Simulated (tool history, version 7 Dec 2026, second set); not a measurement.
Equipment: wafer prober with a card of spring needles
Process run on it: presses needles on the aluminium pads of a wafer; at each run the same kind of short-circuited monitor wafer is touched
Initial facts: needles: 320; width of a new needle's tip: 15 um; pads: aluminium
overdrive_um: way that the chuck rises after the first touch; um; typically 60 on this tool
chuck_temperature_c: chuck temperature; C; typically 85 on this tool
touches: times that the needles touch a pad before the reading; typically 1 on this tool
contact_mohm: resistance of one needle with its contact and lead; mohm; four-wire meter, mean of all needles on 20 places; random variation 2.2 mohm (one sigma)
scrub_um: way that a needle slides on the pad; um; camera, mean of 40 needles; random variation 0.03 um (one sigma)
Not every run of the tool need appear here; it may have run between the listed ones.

{"run": 1, "hour": 0.0, "overdrive_um": 60, "chuck_temperature_c": 85, "touches": 1, "contact_mohm": 436, "scrub_um": 16.34}
{"hour": 2.3, "done": "tips cleaned on abrasive film"}
{"run": 2, "hour": 12.6, "overdrive_um": 60, "chuck_temperature_c": 85, "touches": 1, "contact_mohm": 398, "scrub_um": 16.3}
{"hour": 19.0, "done": "tips cleaned on abrasive film"}
{"run": 3, "hour": 21.2, "overdrive_um": 60, "chuck_temperature_c": 85, "touches": 1, "contact_mohm": 311, "scrub_um": 16.33}
{"hour": 35.4, "done": "tips cleaned on abrasive film"}
{"run": 4, "hour": 40.7, "overdrive_um": 60, "chuck_temperature_c": 46, "touches": 1, "contact_mohm": 343, "scrub_um": 16.32}
{"hour": 51.4, "done": "tips cleaned on abrasive film"}
{"run": 5, "hour": 57.4, "overdrive_um": 60, "chuck_temperature_c": 46, "touches": 1, "contact_mohm": 365, "scrub_um": 16.22}
{"hour": 68.0, "done": "tips cleaned on abrasive film"}
{"run": 6, "hour": 76.2, "overdrive_um": 60, "chuck_temperature_c": 85, "touches": 1, "contact_mohm": 386, "scrub_um": 16.26}
{"hour": 84.5, "done": "tips cleaned on abrasive film"}
{"run": 7, "hour": 84.5, "overdrive_um": 60, "chuck_temperature_c": 85, "touches": 1, "contact_mohm": 261, "scrub_um": 16.28}
{"run": 8, "hour": 92.8, "overdrive_um": 60, "chuck_temperature_c": 85, "touches": 1, "contact_mohm": 385, "scrub_um": 16.29}
{"hour": 100.8, "done": "tips cleaned on abrasive film"}
{"run": 9, "hour": 107.6, "overdrive_um": 60, "chuck_temperature_c": 85, "touches": 1, "contact_mohm": 373, "scrub_um": 16.25}
{"hour": 117.7, "done": "tips cleaned on abrasive film"}
{"run": 10, "hour": 118.8, "overdrive_um": 60, "chuck_temperature_c": 86, "touches": 1, "contact_mohm": 281, "scrub_um": 16.26}
{"run": 11, "hour": 129.4, "overdrive_um": 60, "chuck_temperature_c": 86, "touches": 1, "contact_mohm": 405, "scrub_um": 16.23}
{"hour": 134.3, "done": "tips cleaned on abrasive film"}
{"run": 12, "hour": 145.3, "overdrive_um": 60, "chuck_temperature_c": 86, "touches": 1, "contact_mohm": 411, "scrub_um": 16.18}
{"hour": 150.3, "done": "tips cleaned on abrasive film"}
{"run": 13, "hour": 154.1, "overdrive_um": 44, "chuck_temperature_c": 86, "touches": 1, "contact_mohm": 404, "scrub_um": 11.85}
{"run": 14, "hour": 162.2, "overdrive_um": 44, "chuck_temperature_c": 86, "touches": 1, "contact_mohm": 559, "scrub_um": 11.82}
{"hour": 166.3, "done": "tips cleaned on abrasive film"}
{"run": 15, "hour": 176.9, "overdrive_um": 44, "chuck_temperature_c": 86, "touches": 1, "contact_mohm": 559, "scrub_um": 11.82}
{"hour": 182.5, "done": "tips cleaned on abrasive film"}
{"run": 16, "hour": 190.7, "overdrive_um": 44, "chuck_temperature_c": 86, "touches": 2, "contact_mohm": 415, "scrub_um": 11.84}
{"hour": 198.6, "done": "tips cleaned on abrasive film"}
{"run": 17, "hour": 201.6, "overdrive_um": 44, "chuck_temperature_c": 86, "touches": 2, "contact_mohm": 340, "scrub_um": 11.79}
{"hour": 214.3, "done": "tips cleaned on abrasive film"}
{"run": 18, "hour": 216.2, "overdrive_um": 43, "chuck_temperature_c": 87, "touches": 2, "contact_mohm": 311, "scrub_um": 11.51}
{"run": 19, "hour": 226.7, "overdrive_um": 43, "chuck_temperature_c": 87, "touches": 2, "contact_mohm": 445, "scrub_um": 11.48}
{"hour": 230.2, "done": "tips cleaned on abrasive film"}
{"hour": 245.9, "done": "tips cleaned on abrasive film"}
{"run": 20, "hour": 245.9, "overdrive_um": 43, "chuck_temperature_c": 87, "touches": 2, "contact_mohm": 269, "scrub_um": 11.52}
{"hour": 262.8, "done": "tips cleaned on abrasive film"}
{"run": 21, "hour": 264.6, "overdrive_um": 67, "chuck_temperature_c": 87, "touches": 3, "contact_mohm": 255, "scrub_um": 18.08}
{"hour": 278.4, "done": "tips cleaned on abrasive film"}
{"run": 22, "hour": 279.8, "overdrive_um": 67, "chuck_temperature_c": 87, "touches": 3, "contact_mohm": 256, "scrub_um": 17.98}
{"run": 23, "hour": 293.3, "overdrive_um": 62, "chuck_temperature_c": 85, "touches": 3, "contact_mohm": 316, "scrub_um": 16.69}
{"hour": 294.6, "done": "tips cleaned on abrasive film"}
{"hour": 311.2, "done": "tips cleaned on abrasive film"}
{"run": 24, "hour": 313.3, "overdrive_um": 62, "chuck_temperature_c": 85, "touches": 3, "contact_mohm": 261, "scrub_um": 16.63}
{"hour": 327.3, "done": "tips cleaned on abrasive film"}
{"run": 25, "hour": 332.2, "overdrive_um": 60, "chuck_temperature_c": 85, "touches": 2, "contact_mohm": 305, "scrub_um": 16.07}
{"run": 26, "hour": 341.5, "overdrive_um": 42, "chuck_temperature_c": 48, "touches": 1, "contact_mohm": 643, "scrub_um": 11.16}
{"hour": 343.4, "done": "tips cleaned on abrasive film"}
{"run": 27, "hour": 350.7, "overdrive_um": 64, "chuck_temperature_c": 48, "touches": 1, "contact_mohm": 372, "scrub_um": 17.16}
{"hour": 359.5, "done": "tips cleaned on abrasive film"}
{"run": 28, "hour": 370.4, "overdrive_um": 64, "chuck_temperature_c": 48, "touches": 1, "contact_mohm": 409, "scrub_um": 17.12}
{"hour": 375.7, "done": "tips cleaned on abrasive film"}
{"run": 29, "hour": 384.5, "overdrive_um": 60, "chuck_temperature_c": 85, "touches": 1, "contact_mohm": 413, "scrub_um": 16.03}
{"hour": 392.2, "done": "tips cleaned on abrasive film"}
{"run": 30, "hour": 404.3, "overdrive_um": 60, "chuck_temperature_c": 85, "touches": 1, "contact_mohm": 422, "scrub_um": 16.09}
{"hour": 408.3, "done": "tips cleaned on abrasive film"}
{"run": 31, "hour": 417.4, "overdrive_um": 46, "chuck_temperature_c": 83, "touches": 2, "contact_mohm": 402, "scrub_um": 12.16}
{"hour": 424.0, "done": "tips cleaned on abrasive film"}
{"run": 32, "hour": 434.1, "overdrive_um": 46, "chuck_temperature_c": 83, "touches": 2, "contact_mohm": 416, "scrub_um": 12.19}

Below are 3 alternative next runs, each starting from the tool's condition after run 32. Predict each:
{"hour": 439.8, "done": "tips cleaned on abrasive film"}
{"run": "A", "hour": 448.9, "overdrive_um": 58, "chuck_temperature_c": 63, "touches": 3, "contact_mohm": "?", "scrub_um": "?"}
{"hour": 439.8, "done": "tips cleaned on abrasive film"}
{"run": "B", "hour": 448.9, "overdrive_um": 46, "chuck_temperature_c": 83, "touches": 1, "contact_mohm": "?", "scrub_um": "?"}
{"hour": 439.8, "done": "tips cleaned on abrasive film"}
{"run": "C", "hour": 448.9, "overdrive_um": 63, "chuck_temperature_c": 70, "touches": 3, "contact_mohm": "?", "scrub_um": "?"}

run=A contact_mohm=301 scrub_um=15.44
run=B contact_mohm=500 scrub_um=12.19
run=C contact_mohm=287 scrub_um=16.75
Take away the tool's hidden state, keep each run's random variation, and the runs would have read:
run=A contact_mohm=239 scrub_um=15.82
run=B contact_mohm=248 scrub_um=12.56
run=C contact_mohm=235 scrub_um=17.13

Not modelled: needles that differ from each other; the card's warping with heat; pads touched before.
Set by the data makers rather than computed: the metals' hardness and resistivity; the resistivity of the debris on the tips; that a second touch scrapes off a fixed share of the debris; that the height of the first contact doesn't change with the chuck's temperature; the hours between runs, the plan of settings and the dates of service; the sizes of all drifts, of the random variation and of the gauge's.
